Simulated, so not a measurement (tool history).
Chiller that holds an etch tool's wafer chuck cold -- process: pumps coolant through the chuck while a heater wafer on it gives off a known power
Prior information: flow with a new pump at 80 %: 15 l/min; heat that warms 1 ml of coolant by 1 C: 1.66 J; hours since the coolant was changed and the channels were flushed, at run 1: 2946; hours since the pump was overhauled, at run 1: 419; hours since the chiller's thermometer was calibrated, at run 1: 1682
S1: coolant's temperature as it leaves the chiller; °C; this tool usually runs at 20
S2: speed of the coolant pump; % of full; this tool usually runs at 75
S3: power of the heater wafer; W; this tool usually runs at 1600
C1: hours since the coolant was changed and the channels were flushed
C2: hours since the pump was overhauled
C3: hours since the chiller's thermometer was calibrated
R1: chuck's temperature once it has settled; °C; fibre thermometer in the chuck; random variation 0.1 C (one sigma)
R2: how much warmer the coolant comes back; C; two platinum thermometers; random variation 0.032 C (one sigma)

run	hour	S1	S2	S3	C1	C2	C3	R1	R2
1	0.0	20	75	1600	2946	419	1682	35.9	4.15
2	151.4	20	77	1600	3097	571	1834	35.5	4.08
3	227.6	20	77	1600	3173	647	1910	35.7	4.02
4	370.6	20	77	1600	3316	790	2053	35.8	4.12
5	480.6	20	75	1600	3426	900	2163	36.3	4.21
6	607.2	20	69	1600	3553	1026	2290	37.7	4.56
7	695.6	17	69	1600	3641	1115	2378	34.7	4.60
8	759.3	17	69	1600	3705	1178	2442	34.9	4.54
9	853.4	17	69	1600	3799	1273	2536	34.9	4.60
10	993.4	20	75	1600	3939	1413	2676	36.8	4.22
11	1149.7	17	85	1600	4095	1569	2832	32.0	3.75
12	1284.3	10	63	1600	4230	1703	2967	29.7	5.11
13	1353.1	10	63	1600	4299	1772	3035	29.9	5.08
# hour 1364.5: coolant pump overhauled
14	1493.3	10	63	1600	4434	129	3171	30.5	5.34
15	1572.9	10	63	1600	4514	208	3250	30.8	5.26
16	1671.0	20	82	1098	4612	306	3348	31.4	2.79
# hour 1696.2: coolant changed, channels flushed
17	1751.9	20	65	1140	56	381	3423	32.8	3.65
# hour 1855.4: coolant pump overhauled, once more
18	1893.7	28	77	1140	193	38	3560	38.5	2.86
19	1977.6	28	77	1140	276	122	3644	38.5	2.93
20	2084.7	28	77	1140	384	229	3751	38.4	2.84

Here are 4 independent what-if runs from the current tool condition. What would each one return?
A	2188.1	14	86	1755	487	333	3854	?	?
B	2188.1	22	77	1140	487	333	3854	?	?
C	2188.1	14	78	1905	487	333	3854	?	?
D	2188.1	28	77	1282	487	333	3854	?	?

run	R1	R2
A	28.7	3.95
B	32.6	2.94
C	31.1	4.70
D	39.7	3.27
Without the tool's hidden state the same runs would have given:
run	R1	R2
A	28.0	3.92
B	32.0	2.92
C	30.3	4.66
D	39.1	3.24

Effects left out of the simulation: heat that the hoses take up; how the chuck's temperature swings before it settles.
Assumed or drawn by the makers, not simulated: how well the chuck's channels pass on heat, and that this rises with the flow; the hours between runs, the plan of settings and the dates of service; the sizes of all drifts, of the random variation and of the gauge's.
